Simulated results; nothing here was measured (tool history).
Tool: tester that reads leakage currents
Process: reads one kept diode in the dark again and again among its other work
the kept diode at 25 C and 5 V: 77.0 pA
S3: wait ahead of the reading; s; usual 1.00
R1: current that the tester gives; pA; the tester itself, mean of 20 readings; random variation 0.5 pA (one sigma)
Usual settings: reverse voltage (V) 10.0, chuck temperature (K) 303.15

Run 1, hour 0.0: usual settings. Result: R1 191.33 pA.
Run 2, hour 84.2: usual settings but S3 4.12 s. Result: R1 192.37 pA.
Run 3, hour 168.6: usual settings but S3 4.12 s. Result: R1 191.91 pA.
Run 4, hour 273.2: usual settings but S3 4.12 s. Result: R1 193.48 pA.
Run 5, hour 398.8: usual settings but S3 4.12 s. Result: R1 193.56 pA.
Run 6, hour 505.9: usual settings but S3 4.12 s. Result: R1 195.57 pA.
Run 7, hour 567.6: usual settings but S3 7.44 s. Result: R1 195.53 pA.
At hour 605.1: chuck's temperature calibrated.
Run 8, hour 648.2: usual settings but S3 7.44 s. Result: R1 211.13 pA.
Run 9, hour 728.5: usual settings. Result: R1 213.01 pA.
Run 10, hour 804.0: usual settings. Result: R1 212.73 pA.
Run 11, hour 909.9: usual settings but reverse voltage (V) 4.0. Result: R1 131.87 pA.
Run 12, hour 972.1: usual settings but reverse voltage (V) 11.1. Result: R1 227.03 pA.
Run 13, hour 1035.6: usual settings but reverse voltage (V) 11.1. Result: R1 227.41 pA.
Run 14, hour 1092.9: usual settings but reverse voltage (V) 11.1. Result: R1 228.45 pA.
Run 15, hour 1200.3: usual settings but reverse voltage (V) 19.8. Result: R1 313.54 pA.
Run 16, hour 1292.9: usual settings but reverse voltage (V) 19.8. Result: R1 315.75 pA.
At hour 1362.1: chuck's temperature calibrated, once more.
Run 17, hour 1419.4: usual settings but reverse voltage (V) 19.8. Result: R1 252.80 pA.
Run 18, hour 1529.3: usual settings but reverse voltage (V) 19.8. Result: R1 255.10 pA.
Run 19, hour 1657.0: usual settings but chuck temperature (K) 311.15. Result: R1 313.55 pA.
Run 20, hour 1740.0: usual settings but reverse voltage (V) 1.2, chuck temperature (K) 327.15. Result: R1 315.70 pA.
Run 21, hour 1804.6: usual settings but reverse voltage (V) 1.2, chuck temperature (K) 294.15, S3 4.03 s. Result: R1 28.33 pA.
Run 22, hour 1872.1: usual settings but reverse voltage (V) 11.3, S3 3.36 s. Result: R1 189.10 pA.

The next listed run, before its measurement:
Run 23, hour 1959.7: usual settings but reverse voltage (V) 1.4, chuck temperature (K) 301.15, S3 2.14 s. Result: R1 ?.

Run 23 gave R1 53.38 pA.
Without the tool's hidden state the same run would have given R1 50.94 pA.
